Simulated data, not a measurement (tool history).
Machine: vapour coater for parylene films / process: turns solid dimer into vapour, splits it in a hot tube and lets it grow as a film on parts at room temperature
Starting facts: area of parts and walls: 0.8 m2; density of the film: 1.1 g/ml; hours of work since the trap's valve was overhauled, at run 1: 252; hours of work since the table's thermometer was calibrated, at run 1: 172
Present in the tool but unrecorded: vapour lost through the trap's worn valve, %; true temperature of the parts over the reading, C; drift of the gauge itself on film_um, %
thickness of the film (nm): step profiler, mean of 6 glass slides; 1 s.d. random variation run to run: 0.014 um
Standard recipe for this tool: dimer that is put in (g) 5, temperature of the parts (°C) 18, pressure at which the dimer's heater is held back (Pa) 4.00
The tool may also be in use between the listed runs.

| run | day | dimer that is put in (g) | temperature of the parts (°C) | pressure at which the dimer's heater is held back (Pa) | hours of work since the trap's valve was overhauled | hours of work since the table's thermometer was calibrated | thickness of the film (nm) |
|---|---|---|---|---|---|---|---|
| 1 | 0.000 | 5 | 18 | 4.00 | 252 | 172 | 3370 |
| 2 | 1.188 | 5 | 18 | 4.00 | 264 | 185 | 3330 |
| 3 | 2.454 | 5 | 18 | 2.83 | 278 | 199 | 3490 |
| 4 | 3.558 | 5 | 18 | 2.83 | 290 | 210 | 3460 |
| 5 | 4.421 | 7 | 18 | 4.00 | 299 | 220 | 4670 |
| 6 | 5.083 | 5 | 18 | 4.00 | 307 | 227 | 3310 |
| 7 | 5.654 | 5 | 18 | 4.00 | 313 | 233 | 3310 |
| 8 | 6.938 | 5 | 18 | 4.00 | 327 | 247 | 3300 |
| 9 | 7.550 | 5 | 18 | 4.00 | 333 | 254 | 3290 |
| 10 | 8.512 | 5 | 18 | 3.59 | 344 | 264 | 3330 |
| 11 | 9.167 | 5 | 18 | 4.00 | 351 | 271 | 3270 |
| 12 | 9.892 | 5 | 18 | 4.00 | 359 | 279 | 3270 |
| 13 | 10.904 | 3 | 18 | 4.00 | 370 | 290 | 1960 |
| 14 | 12.058 | 3 | 18 | 4.00 | 382 | 303 | 1980 |
|  | 13.079 | gauge calibrated |
| 15 | 13.308 | 3 | 18 | 4.00 | 396 | 316 | 2010 |
| 16 | 14.338 | 5 | 18 | 4.00 | 407 | 327 | 3340 |
| 17 | 15.112 | 5 | 18 | 4.00 | 415 | 336 | 3310 |
|  | 15.904 | trap's valve overhauled |
| 18 | 15.925 | 5 | 16 | 4.00 | 0 | 343 | 3590 |
| 19 | 16.762 | 5 | 16 | 4.00 | 9 | 352 | 3560 |
| 20 | 17.617 | 5 | 16 | 4.00 | 19 | 361 | 3580 |
| 21 | 18.888 | 5 | 18 | 9.17 | 32 | 375 | 3000 |
| 22 | 19.575 | 5 | 18 | 9.17 | 40 | 382 | 2990 |
| 23 | 20.238 | 5 | 18 | 4.00 | 47 | 389 | 3320 |
| 24 | 21.429 | 5 | 18 | 4.00 | 60 | 402 | 3290 |
| 25 | 22.496 | 5 | 16 | 5.22 | 71 | 414 | 3440 |
| 26 | 23.112 | 4 | 27 | 6.64 | 78 | 420 | 1840 |
| 27 | 23.733 | 3 | 29 | 6.64 | 85 | 427 | 1270 |
| 28 | 24.454 | 9 | 29 | 6.64 | 93 | 435 | 3860 |
| 29 | 25.125 | 9 | 17 | 5.65 | 100 | 442 | 5820 |
| 30 | 25.762 | 9 | 11 | 6.48 | 107 | 449 | 7030 |
| 31 | 26.938 | 3 | 22 | 8.90 | 119 | 462 | 1560 |
| 32 | 27.725 | 6 | 12 | 4.36 | 128 | 470 | 4750 |
| 33 | 28.758 | 3 | 10 | 3.14 | 139 | 482 | 2660 |
| 34 | 29.296 | 3 | 10 | 3.14 | 145 | 487 | 2640 |
| 35 | 30.575 | 3 | 10 | 3.14 | 159 | 501 | 2640 |
| 36 | 31.429 | 3 | 10 | 3.14 | 168 | 510 | 2640 |
| 37 | 32.638 | 6 | 20 | 9.39 | 181 | 524 | 3270 |
| 38 | 33.696 | 6 | 20 | 9.39 | 193 | 535 | 3250 |
| 39 | 34.279 | 6 | 20 | 9.39 | 199 | 541 | 3240 |
| 40 | 35.467 | 5 | 11 | 2.04 | 212 | 554 | 4430 |
|  | 36.250 | gauge calibrated |
| 41 | 36.250 | 5 | 11 | 2.04 | 220 | 563 | 4640 |
| 42 | 37.229 | 5 | 11 | 3.73 | 231 | 573 | 4250 |
| 43 | 38.162 | 5 | 11 | 3.73 | 241 | 583 | 4230 |
| 44 | 39.029 | 5 | 24 | 4.00 | 250 | 593 | 2700 |
| 45 | 40.171 | 5 | 24 | 11.21 | 263 | 605 | 2380 |
| 46 | 41.042 | 5 | 18 | 9.92 | 272 | 615 | 2970 |
| 47 | 41.700 | 5 | 11 | 4.39 | 279 | 622 | 4160 |

A few steps of thickness of the film (nm) between consecutive runs. Split each: what settings, incoming material and random variation would produce without the hidden state, and what is left over for the hidden state, along with gauge scatter present in only one of the two compared results (measured, and without hidden state):
Run 27 -> 28: dimer that is put in (g) 3 -> 9. thickness of the film (nm) +2590: hidden state -50, all else +2640.
Run 30 -> 31: dimer that is put in (g) 9 -> 3, temperature of the parts (°C) 11 -> 22, pressure at which the dimer's heater is held back (Pa) 6.48 -> 8.90. thickness of the film (nm) -5470: hidden state +130, all else -5600.
Run 31 -> 32: dimer that is put in (g) 3 -> 6, temperature of the parts (°C) 22 -> 12, pressure at which the dimer's heater is held back (Pa) 8.90 -> 4.36. thickness of the film (nm) +3190: hidden state -90, all else +3280.
Run 40 -> 41: gauge calibrated. thickness of the film (nm) +210: hidden state +180, all else +30.
